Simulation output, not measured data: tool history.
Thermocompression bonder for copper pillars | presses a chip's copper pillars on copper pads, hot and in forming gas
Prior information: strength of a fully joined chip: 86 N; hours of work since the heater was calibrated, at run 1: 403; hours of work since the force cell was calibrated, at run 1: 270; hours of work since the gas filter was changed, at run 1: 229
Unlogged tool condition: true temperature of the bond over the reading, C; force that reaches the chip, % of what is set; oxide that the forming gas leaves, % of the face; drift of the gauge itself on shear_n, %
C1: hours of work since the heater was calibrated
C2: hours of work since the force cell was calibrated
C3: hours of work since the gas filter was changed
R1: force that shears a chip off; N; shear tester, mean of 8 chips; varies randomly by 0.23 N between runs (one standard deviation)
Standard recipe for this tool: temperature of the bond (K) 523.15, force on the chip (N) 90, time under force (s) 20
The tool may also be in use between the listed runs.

{"run": 1, "hour": 0.0, "temperature of the bond (K)": 523.15, "force on the chip (N)": 90, "time under force (s)": 20, "C1": 403, "C2": 270, "C3": 229, "R1": 61.9}
{"run": 2, "hour": 45.4, "temperature of the bond (K)": 523.15, "force on the chip (N)": 90, "time under force (s)": 20, "C1": 435, "C2": 302, "C3": 262, "R1": 61.9}
{"hour": 55.6, "done": "forming gas filter changed"}
{"run": 3, "hour": 97.9, "temperature of the bond (K)": 523.15, "force on the chip (N)": 90, "time under force (s)": 20, "C1": 472, "C2": 339, "C3": 30, "R1": 65.8}
{"run": 4, "hour": 129.6, "temperature of the bond (K)": 523.15, "force on the chip (N)": 90, "time under force (s)": 20, "C1": 495, "C2": 362, "C3": 53, "R1": 65.4}
{"run": 5, "hour": 182.2, "temperature of the bond (K)": 523.15, "force on the chip (N)": 90, "time under force (s)": 20, "C1": 533, "C2": 399, "C3": 90, "R1": 65.3}
{"run": 6, "hour": 217.9, "temperature of the bond (K)": 523.15, "force on the chip (N)": 90, "time under force (s)": 20, "C1": 558, "C2": 425, "C3": 116, "R1": 65.1}
{"run": 7, "hour": 280.7, "temperature of the bond (K)": 523.15, "force on the chip (N)": 90, "time under force (s)": 20, "C1": 603, "C2": 470, "C3": 161, "R1": 64.8}
{"hour": 329.8, "done": "heater calibrated with a thermocouple chip"}
{"run": 8, "hour": 343.3, "temperature of the bond (K)": 523.15, "force on the chip (N)": 90, "time under force (s)": 20, "C1": 10, "C2": 513, "C3": 204, "R1": 58.3}
{"run": 9, "hour": 408.6, "temperature of the bond (K)": 500.15, "force on the chip (N)": 90, "time under force (s)": 20, "C1": 56, "C2": 560, "C3": 251, "R1": 46.3}
{"hour": 432.3, "done": "forming gas filter changed"}
{"run": 10, "hour": 456.9, "temperature of the bond (K)": 523.15, "force on the chip (N)": 90, "time under force (s)": 50, "C1": 90, "C2": 594, "C3": 18, "R1": 73.9}
{"run": 11, "hour": 492.6, "temperature of the bond (K)": 523.15, "force on the chip (N)": 90, "time under force (s)": 50, "C1": 116, "C2": 619, "C3": 43, "R1": 74.0}
{"run": 12, "hour": 532.8, "temperature of the bond (K)": 523.15, "force on the chip (N)": 90, "time under force (s)": 10, "C1": 145, "C2": 648, "C3": 72, "R1": 50.8}
{"run": 13, "hour": 565.5, "temperature of the bond (K)": 523.15, "force on the chip (N)": 90, "time under force (s)": 20, "C1": 168, "C2": 671, "C3": 95, "R1": 61.2}
{"hour": 570.0, "done": "force cell calibrated"}
{"run": 14, "hour": 621.7, "temperature of the bond (K)": 523.15, "force on the chip (N)": 67, "time under force (s)": 20, "C1": 207, "C2": 37, "C3": 134, "R1": 54.3}
{"run": 15, "hour": 656.3, "temperature of the bond (K)": 523.15, "force on the chip (N)": 67, "time under force (s)": 20, "C1": 232, "C2": 62, "C3": 159, "R1": 54.6}
{"run": 16, "hour": 715.7, "temperature of the bond (K)": 523.15, "force on the chip (N)": 67, "time under force (s)": 53, "C1": 274, "C2": 104, "C3": 201, "R1": 68.1}
{"run": 17, "hour": 765.9, "temperature of the bond (K)": 523.15, "force on the chip (N)": 67, "time under force (s)": 53, "C1": 310, "C2": 140, "C3": 237, "R1": 67.6}
{"hour": 777.8, "done": "force cell calibrated, once more"}
{"run": 18, "hour": 804.6, "temperature of the bond (K)": 523.15, "force on the chip (N)": 67, "time under force (s)": 53, "C1": 337, "C2": 19, "C3": 264, "R1": 69.0}
{"hour": 809.2, "done": "forming gas filter changed"}
{"run": 19, "hour": 834.7, "temperature of the bond (K)": 523.15, "force on the chip (N)": 67, "time under force (s)": 53, "C1": 358, "C2": 40, "C3": 18, "R1": 72.9}
{"run": 20, "hour": 902.1, "temperature of the bond (K)": 512.15, "force on the chip (N)": 60, "time under force (s)": 53, "C1": 406, "C2": 88, "C3": 66, "R1": 65.0}
{"run": 21, "hour": 945.1, "temperature of the bond (K)": 497.15, "force on the chip (N)": 124, "time under force (s)": 20, "C1": 437, "C2": 119, "C3": 97, "R1": 58.0}
{"run": 22, "hour": 1008.8, "temperature of the bond (K)": 513.15, "force on the chip (N)": 90, "time under force (s)": 20, "C1": 482, "C2": 165, "C3": 143, "R1": 60.2}
{"run": 23, "hour": 1066.4, "temperature of the bond (K)": 498.15, "force on the chip (N)": 90, "time under force (s)": 22, "C1": 523, "C2": 206, "C3": 184, "R1": 53.2}
{"run": 24, "hour": 1128.4, "temperature of the bond (K)": 523.15, "force on the chip (N)": 92, "time under force (s)": 20, "C1": 568, "C2": 250, "C3": 228, "R1": 65.2}
{"run": 25, "hour": 1178.9, "temperature of the bond (K)": 523.15, "force on the chip (N)": 90, "time under force (s)": 40, "C1": 604, "C2": 286, "C3": 264, "R1": 72.7}
{"hour": 1184.6, "done": "forming gas filter changed"}
{"run": 26, "hour": 1221.7, "temperature of the bond (K)": 534.15, "force on the chip (N)": 68, "time under force (s)": 15, "C1": 634, "C2": 316, "C3": 27, "R1": 62.8}
{"hour": 1230.1, "done": "heater calibrated with a thermocouple chip"}
{"run": 27, "hour": 1285.0, "temperature of the bond (K)": 497.15, "force on the chip (N)": 129, "time under force (s)": 17, "C1": 39, "C2": 360, "C3": 70, "R1": 52.5}
{"run": 28, "hour": 1336.6, "temperature of the bond (K)": 497.15, "force on the chip (N)": 128, "time under force (s)": 33, "C1": 76, "C2": 397, "C3": 107, "R1": 62.3}
{"run": 29, "hour": 1381.1, "temperature of the bond (K)": 497.15, "force on the chip (N)": 96, "time under force (s)": 48, "C1": 108, "C2": 429, "C3": 139, "R1": 61.8}
{"run": 30, "hour": 1416.0, "temperature of the bond (K)": 518.15, "force on the chip (N)": 96, "time under force (s)": 52, "C1": 133, "C2": 454, "C3": 164, "R1": 72.0}
{"run": 31, "hour": 1477.8, "temperature of the bond (K)": 523.15, "force on the chip (N)": 90, "time under force (s)": 12, "C1": 177, "C2": 498, "C3": 208, "R1": 53.3}
{"run": 32, "hour": 1527.6, "temperature of the bond (K)": 523.15, "force on the chip (N)": 90, "time under force (s)": 10, "C1": 212, "C2": 533, "C3": 244, "R1": 50.8}

5 ways to go on from here, each from the tool as it stands after run 32. What would each give?
{"hour": 1561.0, "done": "forming gas filter changed"}
{"run": "A", "hour": 1589.2, "temperature of the bond (K)": 513.15, "force on the chip (N)": 90, "time under force (s)": 20, "C1": 256, "C2": 577, "C3": 20, "R1": "?"}
{"hour": 1561.0, "done": "forming gas filter changed"}
{"run": "B", "hour": 1589.2, "temperature of the bond (K)": 533.15, "force on the chip (N)": 90, "time under force (s)": 34, "C1": 256, "C2": 577, "C3": 20, "R1": "?"}
{"hour": 1561.0, "done": "forming gas filter changed"}
{"run": "C", "hour": 1589.2, "temperature of the bond (K)": 533.15, "force on the chip (N)": 87, "time under force (s)": 52, "C1": 256, "C2": 577, "C3": 20, "R1": "?"}
{"hour": 1561.0, "done": "forming gas filter changed"}
{"run": "D", "hour": 1589.2, "temperature of the bond (K)": 501.15, "force on the chip (N)": 122, "time under force (s)": 12, "C1": 256, "C2": 577, "C3": 20, "R1": "?"}
{"hour": 1561.0, "done": "forming gas filter changed"}
{"run": "E", "hour": 1589.2, "temperature of the bond (K)": 497.15, "force on the chip (N)": 99, "time under force (s)": 10, "C1": 256, "C2": 577, "C3": 20, "R1": "?"}

run=A R1=58.8
run=B R1=75.1
run=C R1=78.6
run=D R1=51.0
run=E R1=41.3
Take away the tool's hidden state, keep each run's random variation, and the runs would have read:
run=A R1=56.5
run=B R1=73.8
run=C R1=77.6
run=D R1=48.5
run=E R1=38.9

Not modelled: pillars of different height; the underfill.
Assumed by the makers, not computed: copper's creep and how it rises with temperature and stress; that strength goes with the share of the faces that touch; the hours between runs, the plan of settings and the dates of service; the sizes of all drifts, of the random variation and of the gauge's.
